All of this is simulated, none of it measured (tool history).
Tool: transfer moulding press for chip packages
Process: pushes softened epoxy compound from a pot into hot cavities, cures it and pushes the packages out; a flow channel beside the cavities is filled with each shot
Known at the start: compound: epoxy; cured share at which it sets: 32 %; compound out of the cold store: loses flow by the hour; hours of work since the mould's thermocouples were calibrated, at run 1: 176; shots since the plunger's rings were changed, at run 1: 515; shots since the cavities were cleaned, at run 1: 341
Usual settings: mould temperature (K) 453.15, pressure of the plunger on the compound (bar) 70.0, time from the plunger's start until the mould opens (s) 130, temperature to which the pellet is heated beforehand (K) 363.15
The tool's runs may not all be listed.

run    hour  mould temperature (K)  pressure of the plunger on the compound (bar)  time from the plunger's start until the mould opens (s)  temperature to which the pellet is heated beforehand (K)  hours of work since the mould's thermocouples were calibrated  shots since the plunger's rings were changed  shots since the cavities were cleaned  incoming compound's hours out of the cold store  length that the compound runs in the flow channel (mm)  greatest force on the pins that push the packages out (N)
  1     0.0                 453.15                                           70.0                                                      130                                                    363.15                                                            176                                           515                                    341                                             30.9                                                     607                                                        279
       35.9  -- cavities cleaned with cleaning compound and waxed
  2    40.8                 449.15                                           70.0                                                      130                                                    363.15                                                            206                                           990                                     59                                             21.5                                                     640                                                        370
       96.8  -- cavities cleaned with cleaning compound and waxed
  3   104.5                 449.15                                           70.0                                                      130                                                    363.15                                                            254                                          1743                                     94                                             37.4                                                     597                                                        347
  4   151.8                 453.15                                           65.7                                                      130                                                    363.15                                                            290                                          2315                                    666                                             35.4                                                     577                                                        280
      158.0  -- cavities cleaned with cleaning compound and waxed
      187.7  -- plunger's sealing rings changed
  5   210.0                 453.15                                           65.7                                                      130                                                    363.15                                                            332                                           270                                    598                                             35.7                                                     563                                                        296
      222.7  -- cavities cleaned with cleaning compound and waxed
  6   272.2                 453.15                                           65.7                                                      130                                                    363.15                                                            378                                          1005                                    600                                             30.5                                                     594                                                        298
      284.1  -- cavities cleaned with cleaning compound and waxed
  7   334.5                 453.15                                           65.7                                                      130                                                    363.15                                                            425                                          1739                                    608                                             39.5                                                     564                                                        289
      347.3  -- cavities cleaned with cleaning compound and waxed
  8   380.2                 457.15                                           65.7                                                      130                                                    363.15                                                            459                                          2275                                    398                                             21.0                                                     600                                                        250
      408.6  -- cavities cleaned with cleaning compound and waxed
  9   412.4                 457.15                                           70.3                                                      130                                                    363.15                                                            482                                          2645                                     46                                             18.5                                                     628                                                        244
      422.2  -- plunger's sealing rings changed
      430.0  -- mould's thermocouples calibrated
 10   455.1                 453.15                                           70.0                                                      130                                                    363.15                                                             19                                           374                                    509                                             46.6                                                     549                                                        274
      473.0  -- cavities cleaned with cleaning compound and waxed
 11   495.3                 453.15                                           70.0                                                      130                                                    363.15                                                             49                                           842                                    270                                             42.2                                                     580                                                        281
      534.6  -- cavities cleaned with cleaning compound and waxed
 12   537.1                 453.15                                           70.0                                                      130                                                    363.15                                                             80                                          1329                                     31                                             12.9                                                     647                                                        292
      594.4  -- cavities cleaned with cleaning compound and waxed
 13   594.4                 453.15                                           70.0                                                      130                                                    363.15                                                            123                                          2004                                      0                                             19.6                                                     635                                                        283
 14   649.5                 453.15                                           70.0                                                      130                                                    363.15                                                            165                                          2670                                    666                                             35.2                                                     588                                                        287
      655.4  -- plunger's sealing rings changed
      656.9  -- cavities cleaned with cleaning compound and waxed
 15   696.5                 453.15                                           70.0                                                      130                                                    363.15                                                            198                                           478                                    478                                             15.6                                                     648                                                        301
      718.2  -- cavities cleaned with cleaning compound and waxed
 16   725.1                 453.15                                           70.0                                                      130                                                    363.15                                                            219                                           806                                     84                                             24.6                                                     621                                                        289
      782.1  -- cavities cleaned with cleaning compound and waxed
 17   789.0                 453.15                                           70.0                                                      130                                                    363.15                                                            266                                          1560                                     82                                             29.7                                                     598                                                        285
 18   826.5                 453.15                                           70.9                                                      167                                                    363.15                                                            295                                          2014                                    536                                             22.4                                                     640                                                        232
      843.6  -- cavities cleaned with cleaning compound and waxed
 19   868.5                 453.15                                           70.9                                                      129                                                    364.15                                                            326                                          2504                                    301                                             10.8                                                     675                                                        303
      889.2  -- plunger's sealing rings changed
 20   901.2                 453.15                                           70.0                                                      141                                                    363.15                                                            349                                           145                                    666                                             45.6                                                     560                                                        251
      908.5  -- cavities cleaned with cleaning compound and waxed
 21   963.2                 453.15                                           70.0                                                      141                                                    363.15                                                            396                                           877                                    662                                             28.6                                                     603                                                        255
      970.3  -- cavities cleaned with cleaning compound and waxed
 22  1003.9                 453.15                                           70.0                                                      141                                                    363.15                                                            426                                          1351                                    406                                             36.2                                                     586                                                        256
     1031.5  -- cavities cleaned with cleaning compound and waxed
 23  1050.7                 453.15                                           70.0                                                      141                                                    363.15                                                            460                                          1898                                    231                                             45.6                                                     559                                                        251
 24  1086.8                 454.15                                           68.0                                                      141                                                    363.15                                                            488                                          2336                                    669                                             18.8                                                     638                                                        259
     1094.4  -- mould's thermocouples calibrated
     1095.9  -- cavities cleaned with cleaning compound and waxed
     1127.6  -- plunger's sealing rings changed
 25  1134.8                 453.15                                           55.3                                                      162                                                    363.15                                                             28                                            87                                    440                                             21.5                                                     562                                                        233
     1159.7  -- cavities cleaned with cleaning compound and waxed
 26  1177.1                 453.15                                           70.0                                                      149                                                    365.15                                                             59                                           581                                    210                                             11.5                                                     666                                                        249
     1221.1  -- cavities cleaned with cleaning compound and waxed
 27  1226.8                 450.15                                           70.0                                                      120                                                    363.15                                                             96                                          1164                                     69                                             13.6                                                     667                                                        420

How the hidden state differs across the entries between the runs, from the last listed run before each to the first after it:
Between runs 1 and 2: cavities cleaned with cleaning compound and waxed (hour 35.9)
  pressure that reaches the compound, % of what is set: 99.91 -> 99.86; grip of the stained cavities, % over clean ones': 1.3 -> 0.3
Between runs 2 and 3: cavities cleaned with cleaning compound and waxed (hour 96.8)
  true mould temperature over the reading, C: 0.01 -> 0.02; pressure that reaches the compound, % of what is set: 99.86 -> 99.77; grip of the stained cavities, % over clean ones': 0.3 -> 0.5
Between runs 4 and 5: cavities cleaned with cleaning compound and waxed (hour 158.0); plunger's sealing rings changed (hour 187.7)
  pressure that reaches the compound, % of what is set: 99.71 -> 99.95; grip of the stained cavities, % over clean ones': 2.1 -> 2
Between runs 5 and 6: cavities cleaned with cleaning compound and waxed (hour 222.7)
  pressure that reaches the compound, % of what is set: 99.95 -> 99.86; grip of the stained cavities, % over clean ones': 2 -> 1.9
Between runs 6 and 7: cavities cleaned with cleaning compound and waxed (hour 284.1)
  true mould temperature over the reading, C: 0.02 -> 0.03; pressure that reaches the compound, % of what is set: 99.86 -> 99.78; grip of the stained cavities, % over clean ones': 1.9 -> 2.1
Between runs 7 and 8: cavities cleaned with cleaning compound and waxed (hour 347.3)
  pressure that reaches the compound, % of what is set: 99.78 -> 99.71; grip of the stained cavities, % over clean ones': 2.1 -> 1.6
Between runs 8 and 9: cavities cleaned with cleaning compound and waxed (hour 408.6)
  pressure that reaches the compound, % of what is set: 99.71 -> 99.67; grip of the stained cavities, % over clean ones': 1.6 -> 0.3
Between runs 9 and 10: plunger's sealing rings changed (hour 422.2); mould's thermocouples calibrated (hour 430.0)
  true mould temperature over the reading, C: 0.03 -> 0.01; pressure that reaches the compound, % of what is set: 99.67 -> 99.94; grip of the stained cavities, % over clean ones': 0.3 -> 1.9
Between runs 10 and 11: cavities cleaned with cleaning compound and waxed (hour 473.0)
  pressure that reaches the compound, % of what is set: 99.94 -> 99.88; grip of the stained cavities, % over clean ones': 1.9 -> 1.2
Between runs 11 and 12: cavities cleaned with cleaning compound and waxed (hour 534.6)
  pressure that reaches the compound, % of what is set: 99.88 -> 99.83; grip of the stained cavities, % over clean ones': 1.2 -> 0.2
Between runs 12 and 13: cavities cleaned with cleaning compound and waxed (hour 594.4)
  pressure that reaches the compound, % of what is set: 99.83 -> 99.74; grip of the stained cavities, % over clean ones': 0.2 -> 0
Between runs 14 and 15: plunger's sealing rings changed (hour 655.4); cavities cleaned with cleaning compound and waxed (hour 656.9)
  pressure that reaches the compound, % of what is set: 99.66 -> 99.95; grip of the stained cavities, % over clean ones': 2.2 -> 1.7
Between runs 15 and 16: cavities cleaned with cleaning compound and waxed (hour 718.2)
  pressure that reaches the compound, % of what is set: 99.95 -> 99.9; grip of the stained cavities, % over clean ones': 1.7 -> 0.5
Between runs 16 and 17: cavities cleaned with cleaning compound and waxed (hour 782.1)
  pressure that reaches the compound, % of what is set: 99.9 -> 99.81; grip of the stained cavities, % over clean ones': 0.5 -> 0.4
Between runs 18 and 19: cavities cleaned with cleaning compound and waxed (hour 843.6)
  true mould temperature over the reading, C: 0.02 -> 0.03; pressure that reaches the compound, % of what is set: 99.76 -> 99.69; grip of the stained cavities, % over clean ones': 1.8 -> 1.3
Between runs 19 and 20: plunger's sealing rings changed (hour 889.2)
  pressure that reaches the compound, % of what is set: 99.69 -> 99.98; grip of the stained cavities, % over clean ones': 1.3 -> 2.1
Between runs 20 and 21: cavities cleaned with cleaning compound and waxed (hour 908.5)
  pressure that reaches the compound, % of what is set: 99.98 -> 99.89
Between runs 21 and 22: cavities cleaned with cleaning compound and waxed (hour 970.3)
  pressure that reaches the compound, % of what is set: 99.89 -> 99.84; grip of the stained cavities, % over clean ones': 2.1 -> 1.5
Between runs 22 and 23: cavities cleaned with cleaning compound and waxed (hour 1031.5)
  true mould temperature over the reading, C: 0.03 -> 0.04; pressure that reaches the compound, % of what is set: 99.84 -> 99.77; grip of the stained cavities, % over clean ones': 1.5 -> 1
Between runs 24 and 25: mould's thermocouples calibrated (hour 1094.4); cavities cleaned with cleaning compound and waxed (hour 1095.9); plunger's sealing rings changed (hour 1127.6)
  true mould temperature over the reading, C: 0.04 -> 0.01; pressure that reaches the compound, % of what is set: 99.72 -> 99.98; grip of the stained cavities, % over clean ones': 2.1 -> 1.7
Between runs 25 and 26: cavities cleaned with cleaning compound and waxed (hour 1159.7)
  pressure that reaches the compound, % of what is set: 99.98 -> 99.92; grip of the stained cavities, % over clean ones': 1.7 -> 0.9
Between runs 26 and 27: cavities cleaned with cleaning compound and waxed (hour 1221.1)
  pressure that reaches the compound, % of what is set: 99.92 -> 99.86; grip of the stained cavities, % over clean ones': 0.9 -> 0.3
